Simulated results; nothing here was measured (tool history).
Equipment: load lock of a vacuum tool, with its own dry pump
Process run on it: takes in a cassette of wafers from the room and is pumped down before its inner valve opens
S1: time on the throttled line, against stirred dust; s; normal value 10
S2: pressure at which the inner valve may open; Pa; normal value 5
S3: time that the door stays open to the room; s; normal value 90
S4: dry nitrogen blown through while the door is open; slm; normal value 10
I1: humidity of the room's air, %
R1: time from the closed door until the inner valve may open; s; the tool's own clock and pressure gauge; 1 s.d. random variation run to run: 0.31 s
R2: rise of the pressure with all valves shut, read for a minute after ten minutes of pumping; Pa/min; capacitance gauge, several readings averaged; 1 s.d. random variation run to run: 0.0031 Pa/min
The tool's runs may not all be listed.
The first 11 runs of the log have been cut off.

run 12 day=143.662 | S1=10 S2=10 S3=90 S4=10 | I1=48.3 | R1=23.9 R2=0.165
run 13 day=160.071 | S1=10 S2=6 S3=90 S4=10 | I1=46.0 | R1=24.7 R2=0.176
run 14 day=177.442 | S1=10 S2=5 S3=90 S4=10 | I1=48.3 | R1=25.4 R2=0.182
run 15 day=195.858 | S1=10 S2=5 S3=90 S4=10 | I1=46.7 | R1=25.6 R2=0.179
run 16 day=203.758 | S1=10 S2=5 S3=28 S4=10 | I1=45.1 | R1=25.8 R2=0.146
run 17 day=220.338 | S1=10 S2=5 S3=28 S4=10 | I1=47.7 | R1=25.6 R2=0.158
run 18 day=233.812 | S1=10 S2=5 S3=90 S4=10 | I1=46.8 | R1=25.4 R2=0.188
run 19 day=243.433 | S1=10 S2=8 S3=204 S4=10 | I1=45.9 | R1=24.8 R2=0.242
run 20 day=262.129 | S1=17 S2=5 S3=90 S4=10 | I1=43.8 | R1=30.5 R2=0.193
run 21 day=273.533 | S1=10 S2=5 S3=90 S4=36 | I1=47.8 | R1=25.7 R2=0.183
run 22 day=284.008 | S1=13 S2=10 S3=90 S4=10 | I1=44.6 | R1=26.4 R2=0.201
run 23 day=298.912 | S1=14 S2=7 S3=184 S4=8 | I1=45.7 | R1=28.1 R2=0.261
run 24 day=311.150 | S1=10 S2=6 S3=90 S4=10 | I1=43.9 | R1=25.7 R2=0.216

Forecast run 25:
-- day=322.158 dry pump taken out, an overhauled one fitted
run 25 day=326.525 | S1=6 S2=9 S3=115 S4=12 | I1=46.4 | R1=? R2=?

R1: 18.0 s
R2: 0.228 Pa/min
Without the tool's hidden state the same run would have given R1 17.9 s, R2 0.067 Pa/min.

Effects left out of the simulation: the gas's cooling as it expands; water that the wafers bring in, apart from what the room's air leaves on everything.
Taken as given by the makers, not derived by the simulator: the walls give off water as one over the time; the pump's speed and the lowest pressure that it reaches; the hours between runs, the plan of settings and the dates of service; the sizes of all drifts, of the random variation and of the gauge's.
